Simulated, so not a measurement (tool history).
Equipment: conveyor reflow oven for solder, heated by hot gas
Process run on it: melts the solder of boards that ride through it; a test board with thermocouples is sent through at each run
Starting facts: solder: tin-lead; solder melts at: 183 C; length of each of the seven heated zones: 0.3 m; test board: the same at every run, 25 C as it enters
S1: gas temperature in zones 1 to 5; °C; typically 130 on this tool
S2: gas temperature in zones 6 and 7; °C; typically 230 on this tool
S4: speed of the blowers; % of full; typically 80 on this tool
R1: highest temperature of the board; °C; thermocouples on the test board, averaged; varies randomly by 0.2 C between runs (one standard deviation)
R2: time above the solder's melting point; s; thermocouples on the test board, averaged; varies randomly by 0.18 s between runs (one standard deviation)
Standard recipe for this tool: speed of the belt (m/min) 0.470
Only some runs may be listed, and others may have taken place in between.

Run 1, hour 0.0: usual settings. Result: R1 219.4 °C, R2 58.3 s.
Run 2, hour 5.8: usual settings. Result: R1 219.7 °C, R2 58.4 s.
Run 3, hour 13.5: usual settings but S1 142 °C. Result: R1 221.8 °C, R2 63.0 s.
Run 4, hour 18.9: usual settings but S1 142 °C. Result: R1 221.4 °C, R2 63.3 s.
Run 5, hour 28.0: usual settings but S4 77 % of full. Result: R1 220.1 °C, R2 58.0 s.
Run 6, hour 35.2: usual settings but S4 77 % of full. Result: R1 219.6 °C, R2 57.7 s.
Run 7, hour 39.3: usual settings but speed of the belt (m/min) 0.393, S4 77 % of full. Result: R1 224.5 °C, R2 73.9 s.
Run 8, hour 44.4: usual settings but S2 240 °C. Result: R1 229.5 °C, R2 63.8 s.
Run 9, hour 52.4: usual settings but S1 116 °C, S2 219 °C. Result: R1 208.0 °C, R2 44.9 s.
Run 10, hour 60.8: usual settings but S1 117 °C, S2 229 °C, speed of the belt (m/min) 0.514. Result: R1 214.4 °C, R2 45.7 s.
Run 11, hour 69.4: usual settings but S1 128 °C, S2 229 °C, speed of the belt (m/min) 0.514, S4 63 % of full. Result: R1 213.0 °C, R2 46.8 s.
Run 12, hour 75.0: usual settings but speed of the belt (m/min) 0.503, S4 85 % of full. Result: R1 218.6 °C, R2 53.3 s.
Run 13, hour 84.5: usual settings but speed of the belt (m/min) 0.503, S4 85 % of full. Result: R1 218.6 °C, R2 53.3 s.
Run 14, hour 93.4: usual settings but S1 116 °C, S2 239 °C. Result: R1 226.5 °C, R2 58.5 s.
Run 15, hour 102.0: usual settings but S1 116 °C, S2 239 °C. Result: R1 226.8 °C, R2 58.1 s.

4 options for the next run, each taken on its own from the tool as it stands now. Forecast them:
Run A, hour 110.3: usual settings but S2 219 °C, speed of the belt (m/min) 0.552, S4 85 % of full. Result: R1 ?, R2 ?.
Run B, hour 110.3: usual settings but S1 125 °C, S4 59 % of full. Result: R1 ?, R2 ?.
Run C, hour 110.3: usual settings but S1 116 °C, S2 226 °C, speed of the belt (m/min) 0.498, S4 66 % of full. Result: R1 ?, R2 ?.
Run D, hour 110.3: usual settings but S1 144 °C, S2 219 °C, speed of the belt (m/min) 0.499. Result: R1 ?, R2 ?.

run     R1    R2
  A  206.1  38.4
  B  215.5  52.9
  C  210.0  43.1
  D  210.3  52.4
With no hidden state in the tool, these same runs would have given:
run     R1    R2
  A  205.2  37.7
  B  214.4  52.1
  C  209.0  42.4
  D  209.1  51.6
